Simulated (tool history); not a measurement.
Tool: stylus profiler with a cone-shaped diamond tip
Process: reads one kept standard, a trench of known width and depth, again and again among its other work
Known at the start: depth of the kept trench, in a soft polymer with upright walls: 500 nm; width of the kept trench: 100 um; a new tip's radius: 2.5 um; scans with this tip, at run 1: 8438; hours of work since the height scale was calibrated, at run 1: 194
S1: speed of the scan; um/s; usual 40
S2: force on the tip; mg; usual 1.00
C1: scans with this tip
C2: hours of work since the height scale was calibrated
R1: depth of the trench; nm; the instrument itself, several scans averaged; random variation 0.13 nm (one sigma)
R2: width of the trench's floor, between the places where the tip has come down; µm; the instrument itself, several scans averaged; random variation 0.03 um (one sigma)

| run | hour | S1 | S2 | C1 | C2 | R1 | R2 |
|---|---|---|---|---|---|---|---|
| 1 | 0.0 | 40 | 1.00 | 8438 | 194 | 502.45 | 96.27 |
| 2 | 86.5 | 40 | 1.00 | 8697 | 233 | 502.58 | 96.21 |
| 3 | 168.9 | 40 | 1.00 | 8944 | 269 | 502.66 | 96.25 |
| 4 | 251.2 | 13 | 1.00 | 9190 | 306 | 502.80 | 96.42 |
| 5 | 344.1 | 40 | 1.00 | 9468 | 347 | 502.68 | 96.21 |
| 6 | 438.8 | 40 | 1.00 | 9752 | 389 | 502.82 | 96.19 |
| 7 | 551.5 | 13 | 1.00 | 10089 | 439 | 503.10 | 96.32 |
| 8 | 669.9 | 76 | 1.00 | 10443 | 491 | 502.95 | 95.91 |
| 9 | 736.5 | 76 | 1.00 | 10643 | 520 | 503.33 | 95.85 |
| 10 | 815.3 | 76 | 1.00 | 10878 | 555 | 503.08 | 95.94 |
| 11 | 874.0 | 76 | 1.00 | 11054 | 581 | 503.25 | 95.83 |
| 12 | 976.5 | 76 | 0.90 | 11361 | 627 | 503.38 | 95.89 |
| 13 | 1091.8 | 76 | 0.90 | 11706 | 678 | 503.48 | 95.82 |
| 14 | 1185.1 | 76 | 0.90 | 11986 | 719 | 503.44 | 95.79 |
| 15 | 1278.9 | 76 | 0.90 | 12266 | 761 | 503.81 | 95.82 |
| 16 | 1410.9 | 76 | 2.47 | 12661 | 819 | 505.46 | 96.04 |
| 17 | 1523.3 | 25 | 1.00 | 12998 | 869 | 504.02 | 96.12 |
| 18 | 1649.3 | 25 | 1.00 | 13375 | 925 | 503.98 | 96.11 |
| 19 | 1770.3 | 40 | 1.00 | 13737 | 978 | 504.57 | 96.01 |
|  | 1882.4 | height scale calibrated on a step standard |
| 20 | 1899.9 | 17 | 0.58 | 14124 | 8 | 505.44 | 96.09 |
| 21 | 2024.6 | 17 | 0.58 | 14497 | 63 | 505.29 | 96.07 |
|  | 2089.2 | height scale calibrated on a step standard, once more |
| 22 | 2160.4 | 40 | 2.38 | 14902 | 31 | 503.42 | 96.03 |
| 23 | 2262.8 | 12 | 2.46 | 15208 | 77 | 503.32 | 96.11 |
| 24 | 2387.3 | 52 | 1.00 | 15581 | 132 | 502.06 | 95.87 |
| 25 | 2462.1 | 14 | 0.44 | 15805 | 165 | 501.02 | 96.04 |
| 26 | 2582.0 | 12 | 0.88 | 16164 | 218 | 502.06 | 96.06 |
| 27 | 2672.8 | 12 | 0.88 | 16436 | 258 | 502.22 | 96.07 |
| 28 | 2761.8 | 79 | 0.36 | 16702 | 298 | 501.51 | 95.26 |
| 29 | 2820.8 | 125 | 1.80 | 16879 | 324 | 503.27 | 95.49 |
| 30 | 2913.5 | 125 | 0.45 | 17156 | 365 | 501.73 | 94.84 |
| 31 | 2981.1 | 125 | 0.45 | 17358 | 395 | 501.71 | 94.86 |
| 32 | 3110.4 | 40 | 0.44 | 17745 | 452 | 501.96 | 95.63 |
| 33 | 3221.6 | 113 | 0.69 | 18078 | 501 | 502.66 | 95.20 |
|  | 3314.5 | new tip fitted, height scale calibrated |
| 34 | 3356.5 | 36 | 0.67 | 126 | 19 | 501.50 | 96.63 |
| 35 | 3444.6 | 151 | 0.97 | 390 | 58 | 502.05 | 95.89 |
| 36 | 3575.5 | 12 | 0.68 | 782 | 116 | 501.63 | 96.81 |
| 37 | 3693.0 | 63 | 1.01 | 1133 | 168 | 502.28 | 96.48 |
| 38 | 3785.3 | 63 | 1.01 | 1410 | 208 | 502.22 | 96.45 |

Hidden state or all else? Some run-to-run changes of R1, split into what the settings, what came in and random variation would give without the hidden state, and what is left for the hidden state (with any gauge scatter that isn't in both results):
The hidden state here: radius of the tip, um; height scale over the true one, %; drift of the gauge itself on depth_nm, %; drift of the gauge itself on floor_um, %.
Run 15 -> 16: S2 0.90 -> 2.47. R1 +1.65 nm: hidden state +0.13, all else +1.52.
Run 19 -> 20: S1 40 -> 17, S2 1.00 -> 0.58, height scale calibrated on a step standard. R1 +0.87 nm: hidden state +1.56, all else -0.69.
Run 21 -> 22: S1 17 -> 40, S2 0.58 -> 2.38, height scale calibrated on a step standard, once more. R1 -1.87 nm: hidden state -4.13, all else +2.26.
Run 28 -> 29: S1 79 -> 125, S2 0.36 -> 1.80. R1 +1.76 nm: hidden state +0.05, all else +1.71.
Run 33 -> 34: S1 113 -> 36, S2 0.69 -> 0.67, new tip fitted, height scale calibrated. R1 -1.16 nm: hidden state -0.83, all else -0.33.

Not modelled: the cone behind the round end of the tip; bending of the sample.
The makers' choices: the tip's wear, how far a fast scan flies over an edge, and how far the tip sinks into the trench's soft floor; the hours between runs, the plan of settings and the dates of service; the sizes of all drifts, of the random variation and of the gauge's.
